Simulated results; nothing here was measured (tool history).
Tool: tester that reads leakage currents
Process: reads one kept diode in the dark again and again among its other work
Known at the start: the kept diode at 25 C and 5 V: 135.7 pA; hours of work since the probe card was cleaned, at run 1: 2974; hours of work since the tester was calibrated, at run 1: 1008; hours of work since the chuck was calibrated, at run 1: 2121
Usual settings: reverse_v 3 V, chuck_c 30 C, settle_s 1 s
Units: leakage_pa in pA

run     day  reverse_v  chuck_c  settle_s  hours of work since the probe card was cleaned  hours of work since the tester was calibrated  hours of work since the chuck was calibrated  leakage_pa
  1       0          3       30         1                                            2974                                           1008                                          2121      170.76
  2   0.896          3       30         1                                            2985                                           1019                                          2133       170.9
  3     1.9          3       30         1                                            2998                                           1032                                          2146      170.66
  4   3.833          3       30         1                                            3023                                           1057                                          2170      169.82
  5   5.188          3       26         1                                            3040                                           1074                                          2187      118.35
  6   6.025       1.32       30         1                                            3050                                           1085                                          2198       122.4
  7   7.525       1.32       30         1                                            3070                                           1104                                          2217       122.6
  8   9.258       1.32       30         1                                            3092                                           1126                                          2239      122.22
  9  10.392       1.76       30         1                                            3106                                           1140                                          2254      136.85
     11.379  -- chuck's temperature calibrated
 10  11.958          3       30         1                                            3125                                           1159                                             7      163.05
 11  13.383          3       30      1.81                                            3143                                           1177                                            25      163.56
     14.412  -- chuck's temperature calibrated, once more
 12  15.283          3       30         1                                            3166                                           1200                                            11      182.94
 13    17.2          3       30         1                                            3191                                           1225                                            35      181.85
 14  18.796          3       25         1                                            3211                                           1245                                            56      116.33
 15  20.458          3       25         1                                            3232                                           1266                                            77      115.41
 16  22.192          3       30      1.03                                            3254                                           1288                                            99      182.12
 17  23.612          3       30      1.25                                            3272                                           1306                                           117      182.29
 18  24.479          3       30      1.25                                            3283                                           1317                                           128      181.78
 19   26.15          3       30      1.25                                            3304                                           1338                                           149      182.19
 20  27.496          3       30      1.43                                            3321                                           1356                                           166      181.56
 21  28.462          3       37      1.43                                            3334                                           1368                                           179      337.67
 22  30.396       6.76       42      1.03                                            3358                                           1393                                           203      717.35
 23  31.254       6.76       42      1.03                                            3369                                           1403                                           214         715
 24  33.179       1.12       30      0.31                                            3394                                           1428                                           239      121.56
 25  34.633       1.12       30      0.31                                            3412                                           1446                                           257      121.67
 26  35.654       1.12       30      0.31                                            3425                                           1459                                           270      122.82
 27   37.45       1.12       30      0.31                                            3448                                           1482                                           293      121.83
 28  38.983       1.12       30      0.31                                            3468                                           1502                                           313      122.13
 29  40.304       1.98       30      0.84                                            3484                                           1519                                           329      153.36
 30  42.279       1.98       30      0.84                                            3510                                           1544                                           354      152.47
 31  43.846       5.07       45      0.46                                            3529                                           1564                                           374      823.38
 32  45.112       1.07       45      0.46                                            3546                                           1580                                           391      439.71
 33  46.908          3       42      0.89                                            3568                                           1603                                           413      515.22
 34  47.988          3       42      0.89                                            3582                                           1616                                           427      512.54
 35  49.504          3       42      0.89                                            3601                                           1636                                           446      514.12
 36  50.396          3       49      0.34                                            3613                                           1647                                           458      918.77
 37  51.888          3       49      0.34                                            3632                                           1666                                           477      918.67
 38  53.317      17.62       30      1.08                                            3650                                           1684                                           495      381.26
 39  54.321       4.02       35      7.35                                            3663                                           1697                                           508      316.79

3 ways to go on from here, each from the tool as it stands after run 39. What would each give?
  A  55.233          3       30      8.03                                            3674                                           1708                                           519           ?
  B  55.233       4.02       34      1.84                                            3674                                           1708                                           519           ?
  C  55.233       4.02       35      0.39                                            3674                                           1708                                           519           ?

run  leakage_pa
  A      180.85
  B      289.16
  C      317.81
Without the tool's hidden state the same runs would have given:
run  leakage_pa
  A      178.59
  B      286.69
  C      315.65
